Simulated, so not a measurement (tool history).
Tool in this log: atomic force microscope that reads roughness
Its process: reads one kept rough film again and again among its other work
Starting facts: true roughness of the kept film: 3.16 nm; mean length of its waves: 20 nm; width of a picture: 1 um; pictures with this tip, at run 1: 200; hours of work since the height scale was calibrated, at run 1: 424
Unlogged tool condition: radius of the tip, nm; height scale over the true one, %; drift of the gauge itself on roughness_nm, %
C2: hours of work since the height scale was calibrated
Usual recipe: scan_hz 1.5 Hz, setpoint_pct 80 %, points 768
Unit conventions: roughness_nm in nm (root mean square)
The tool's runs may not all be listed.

run 1 hour=0 | scan_hz=1.5 setpoint_pct=80 points=768 | pictures_with_this_tip=200 C2=424 | roughness_nm=1.894
run 2 hour=23.3 | scan_hz=1.5 setpoint_pct=80 points=768 | pictures_with_this_tip=231 C2=436 | roughness_nm=1.821
-- hour=34.7 new tip fitted
run 3 hour=51 | scan_hz=1.5 setpoint_pct=73 points=768 | pictures_with_this_tip=22 C2=451 | roughness_nm=2.512
run 4 hour=70.9 | scan_hz=1.5 setpoint_pct=61 points=768 | pictures_with_this_tip=48 C2=461 | roughness_nm=2.442
run 5 hour=89.8 | scan_hz=1.5 setpoint_pct=80 points=768 | pictures_with_this_tip=73 C2=471 | roughness_nm=2.24
run 6 hour=113 | scan_hz=1.5 setpoint_pct=55 points=768 | pictures_with_this_tip=103 C2=484 | roughness_nm=2.246
run 7 hour=129.4 | scan_hz=1.81 setpoint_pct=80 points=768 | pictures_with_this_tip=125 C2=493 | roughness_nm=2.032
run 8 hour=154 | scan_hz=1.38 setpoint_pct=80 points=768 | pictures_with_this_tip=157 C2=506 | roughness_nm=1.97
run 9 hour=171.5 | scan_hz=1.38 setpoint_pct=80 points=768 | pictures_with_this_tip=180 C2=515 | roughness_nm=1.919
run 10 hour=188.8 | scan_hz=2.68 setpoint_pct=56 points=372 | pictures_with_this_tip=203 C2=524 | roughness_nm=1.88
run 11 hour=211.5 | scan_hz=2.29 setpoint_pct=71 points=372 | pictures_with_this_tip=232 C2=536 | roughness_nm=1.755
-- hour=223.6 new tip fitted
run 12 hour=228.1 | scan_hz=2.29 setpoint_pct=71 points=372 | pictures_with_this_tip=5 C2=545 | roughness_nm=2.508
run 13 hour=253.5 | scan_hz=2.96 setpoint_pct=55 points=372 | pictures_with_this_tip=39 C2=558 | roughness_nm=2.435
run 14 hour=269.5 | scan_hz=1.4 setpoint_pct=80 points=346 | pictures_with_this_tip=60 C2=567 | roughness_nm=2.278
run 15 hour=294 | scan_hz=1.4 setpoint_pct=80 points=346 | pictures_with_this_tip=92 C2=580 | roughness_nm=2.125
run 16 hour=310.6 | scan_hz=1.4 setpoint_pct=80 points=346 | pictures_with_this_tip=114 C2=589 | roughness_nm=2.084
run 17 hour=329.9 | scan_hz=2.02 setpoint_pct=80 points=821 | pictures_with_this_tip=139 C2=599 | roughness_nm=1.96

4 ways to go on from here, each from the tool as it stands after run 17. What would each give?
run A hour=348.4 | scan_hz=1.81 setpoint_pct=80 points=768 | pictures_with_this_tip=163 C2=609 | roughness_nm=?
run B hour=348.4 | scan_hz=2.02 setpoint_pct=86 points=821 | pictures_with_this_tip=163 C2=609 | roughness_nm=?
run C hour=348.4 | scan_hz=2.02 setpoint_pct=79 points=821 | pictures_with_this_tip=163 C2=609 | roughness_nm=?
run D hour=348.4 | scan_hz=1.5 setpoint_pct=65 points=768 | pictures_with_this_tip=163 C2=609 | roughness_nm=?

run=A roughness_nm=1.935
run=B roughness_nm=1.848
run=C roughness_nm=1.908
run=D roughness_nm=2.013
Had the tool no hidden state, the same runs would have come out as:
run=A roughness_nm=2.556
run=B roughness_nm=2.443
run=C roughness_nm=2.522
run=D roughness_nm=2.66

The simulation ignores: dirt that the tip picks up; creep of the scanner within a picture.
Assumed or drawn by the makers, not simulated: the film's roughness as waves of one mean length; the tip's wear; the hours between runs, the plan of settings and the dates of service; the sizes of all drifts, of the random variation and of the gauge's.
